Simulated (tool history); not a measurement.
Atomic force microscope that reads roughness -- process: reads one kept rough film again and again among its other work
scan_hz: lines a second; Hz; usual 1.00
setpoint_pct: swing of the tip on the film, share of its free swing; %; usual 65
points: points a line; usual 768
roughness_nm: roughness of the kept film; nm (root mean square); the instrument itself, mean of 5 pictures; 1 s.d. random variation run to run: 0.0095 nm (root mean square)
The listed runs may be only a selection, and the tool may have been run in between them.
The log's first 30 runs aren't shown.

Run 31, hour 1359.5: usual settings but scan_hz 0.71 Hz, points 758. Result: roughness_nm 1.710 nm (root mean square).
At hour 1373.7: height scale calibrated on a step standard, once more.
Run 32, hour 1405.2: usual settings but scan_hz 0.71 Hz, points 718. Result: roughness_nm 1.661 nm (root mean square).
At hour 1433.8: new tip fitted.
Run 33, hour 1447.1: usual settings but scan_hz 0.57 Hz, points 442. Result: roughness_nm 2.103 nm (root mean square).
Run 34, hour 1474.8: usual settings but scan_hz 2.77 Hz. Result: roughness_nm 1.941 nm (root mean square).
Run 35, hour 1523.2: usual settings but scan_hz 2.41 Hz, setpoint_pct 68 %, points 840. Result: roughness_nm 1.825 nm (root mean square).
Run 36, hour 1553.7: usual settings but setpoint_pct 78 %, points 256. Result: roughness_nm 1.729 nm (root mean square).
Run 37, hour 1606.6: usual settings but setpoint_pct 78 %, points 256. Result: roughness_nm 1.639 nm (root mean square).
Run 38, hour 1653.6: usual settings but scan_hz 1.20 Hz, setpoint_pct 71 %, points 256. Result: roughness_nm 1.561 nm (root mean square).
At hour 1674.4: new tip fitted.
Run 39, hour 1687.7: usual settings but scan_hz 1.20 Hz, setpoint_pct 71 %, points 256. Result: roughness_nm 1.977 nm (root mean square).
Run 40, hour 1716.2: usual settings but scan_hz 1.20 Hz, setpoint_pct 71 %, points 256. Result: roughness_nm 1.918 nm (root mean square).
Run 41, hour 1754.6: usual settings but scan_hz 1.20 Hz, setpoint_pct 71 %, points 256. Result: roughness_nm 1.823 nm (root mean square).
Run 42, hour 1800.2: usual settings but scan_hz 0.57 Hz, setpoint_pct 72 %, points 290. Result: roughness_nm 1.760 nm (root mean square).
Run 43, hour 1834.3: usual settings but scan_hz 0.57 Hz, setpoint_pct 72 %, points 290. Result: roughness_nm 1.685 nm (root mean square).
Run 44, hour 1883.5: usual settings but scan_hz 0.57 Hz, setpoint_pct 72 %, points 290. Result: roughness_nm 1.603 nm (root mean square).
At hour 1911.4: new tip fitted.
Run 45, hour 1944.9: usual settings but scan_hz 0.57 Hz, setpoint_pct 72 %, points 290. Result: roughness_nm 1.983 nm (root mean square).

Run 46, settings as shown, results not yet in. Your forecast:
Run 46, hour 1991.0: usual settings but scan_hz 1.58 Hz, setpoint_pct 76 %, points 748. Result: roughness_nm ?.

For run 46 the tool returned roughness_nm 1.843 nm (root mean square).
The same run, on a tool lacking any hidden state, would have yielded roughness_nm 2.067 nm (root mean square).
